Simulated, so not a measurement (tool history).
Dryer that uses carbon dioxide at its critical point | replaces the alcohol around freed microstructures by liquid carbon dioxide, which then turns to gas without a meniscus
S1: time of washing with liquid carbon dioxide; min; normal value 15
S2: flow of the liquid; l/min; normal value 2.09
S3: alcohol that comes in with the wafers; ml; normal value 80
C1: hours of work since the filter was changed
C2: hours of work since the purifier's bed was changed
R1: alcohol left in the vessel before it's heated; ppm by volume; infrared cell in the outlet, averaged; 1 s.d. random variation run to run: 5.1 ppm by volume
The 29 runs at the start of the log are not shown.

run 30 hour=200.7 | S1=19 S2=2.04 S3=80 | C1=101 C2=105 | R1=46
run 31 hour=209.0 | S1=19 S2=2.04 S3=80 | C1=104 C2=108 | R1=39
run 32 hour=213.8 | S1=16 S2=3.07 S3=80 | C1=105 C2=109 | R1=23
run 33 hour=222.9 | S1=11 S2=1.43 S3=89 | C1=108 C2=112 | R1=1420
run 34 hour=232.5 | S1=20 S2=1.86 S3=57 | C1=111 C2=115 | R1=43
run 35 hour=236.8 | S1=11 S2=2.09 S3=82 | C1=112 C2=116 | R1=374
run 36 hour=243.0 | S1=11 S2=2.09 S3=82 | C1=114 C2=118 | R1=351
run 37 hour=247.9 | S1=14 S2=3.48 S3=82 | C1=115 C2=120 | R1=30
run 38 hour=256.2 | S1=10 S2=1.61 S3=23 | C1=118 C2=122 | R1=359
run 39 hour=261.5 | S1=24 S2=1.58 S3=58 | C1=119 C2=124 | R1=50
run 40 hour=266.1 | S1=24 S2=1.58 S3=58 | C1=121 C2=125 | R1=42
run 41 hour=275.7 | S1=24 S2=1.58 S3=74 | C1=124 C2=128 | R1=50
run 42 hour=280.6 | S1=15 S2=1.31 S3=80 | C1=125 C2=130 | R1=687
run 43 hour=289.8 | S1=15 S2=2.53 S3=80 | C1=128 C2=132 | R1=46
run 44 hour=293.8 | S1=18 S2=2.09 S3=70 | C1=129 C2=134 | R1=47
run 45 hour=298.2 | S1=17 S2=1.79 S3=38 | C1=130 C2=135 | R1=68
run 46 hour=305.5 | S1=12 S2=3.19 S3=28 | C1=133 C2=137 | R1=29
run 47 hour=310.1 | S1=15 S2=1.66 S3=26 | C1=134 C2=139 | R1=100

Branching from run 47: 3 alternative next runs. What would each branch give?
run A hour=319.0 | S1=15 S2=2.09 S3=52 | C1=137 C2=141 | R1=?
run B hour=319.0 | S1=15 S2=2.77 S3=36 | C1=137 C2=141 | R1=?
run C hour=319.0 | S1=10 S2=1.67 S3=30 | C1=137 C2=141 | R1=?

run=A R1=72
run=B R1=35
run=C R1=417
The same runs, with their run-to-run variation unchanged, on a tool lacking any hidden condition would have given:
run=A R1=41
run=B R1=15
run=C R1=351
